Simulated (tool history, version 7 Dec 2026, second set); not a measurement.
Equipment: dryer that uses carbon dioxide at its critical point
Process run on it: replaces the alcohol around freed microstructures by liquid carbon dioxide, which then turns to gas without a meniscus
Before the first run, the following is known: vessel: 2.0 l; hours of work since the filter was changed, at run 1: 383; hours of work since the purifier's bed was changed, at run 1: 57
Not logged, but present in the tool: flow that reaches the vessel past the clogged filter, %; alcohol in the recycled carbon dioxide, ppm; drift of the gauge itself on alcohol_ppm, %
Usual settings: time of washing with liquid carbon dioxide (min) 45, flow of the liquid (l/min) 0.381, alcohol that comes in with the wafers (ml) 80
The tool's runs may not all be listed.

run,day,time of washing with liquid carbon dioxide (min),flow of the liquid (l/min),alcohol that comes in with the wafers (ml),hours of work since the filter was changed,hours of work since the purifier's bed was changed,alcohol left in the vessel before it's heated (ppm by volume)
1,0.000,45,0.381,80,383,57,39
2,0.288,45,0.381,80,389,62,39
3,0.538,45,0.381,80,393,66,39
4,1.038,66,0.381,80,402,76,10
5,1.296,45,0.381,80,407,80,38
6,1.742,45,0.381,80,415,89,37
7,2.279,45,0.332,80,425,99,94
8,2.583,45,0.332,80,431,104,101
9,3.092,45,0.332,85,440,114,107
10,3.617,45,0.332,85,450,123,104
11,3.925,45,0.332,85,456,129,113
12,4.425,45,0.332,85,465,138,116
13,4.696,29,0.381,80,470,143,449
14,5.183,29,0.381,80,479,152,459
15,5.717,29,0.381,80,489,162,478
16,6.062,29,0.381,80,495,169,484
# day 6.642: inlet filter changed
17,6.671,45,0.381,80,1,179,28
18,6.988,45,0.381,80,6,185,24
19,7.325,45,0.381,80,13,191,33
20,7.888,45,0.381,39,23,202,18
21,8.438,37,0.608,45,33,212,6
22,8.854,72,0.442,22,41,219,14
23,9.229,70,0.454,80,48,226,12
24,9.796,30,0.308,65,58,237,430
25,10.088,42,0.335,27,64,242,33
26,10.646,34,0.381,21,74,253,36

Run 27 is up next; what results do you expect?
27,11.154,46,0.524,43,83,262,?

{"run 27": {"alcohol left in the vessel before it's heated (ppm by volume)": 23}}
The same run, on a tool lacking any hidden state, would have yielded alcohol left in the vessel before it's heated (ppm by volume) 9.

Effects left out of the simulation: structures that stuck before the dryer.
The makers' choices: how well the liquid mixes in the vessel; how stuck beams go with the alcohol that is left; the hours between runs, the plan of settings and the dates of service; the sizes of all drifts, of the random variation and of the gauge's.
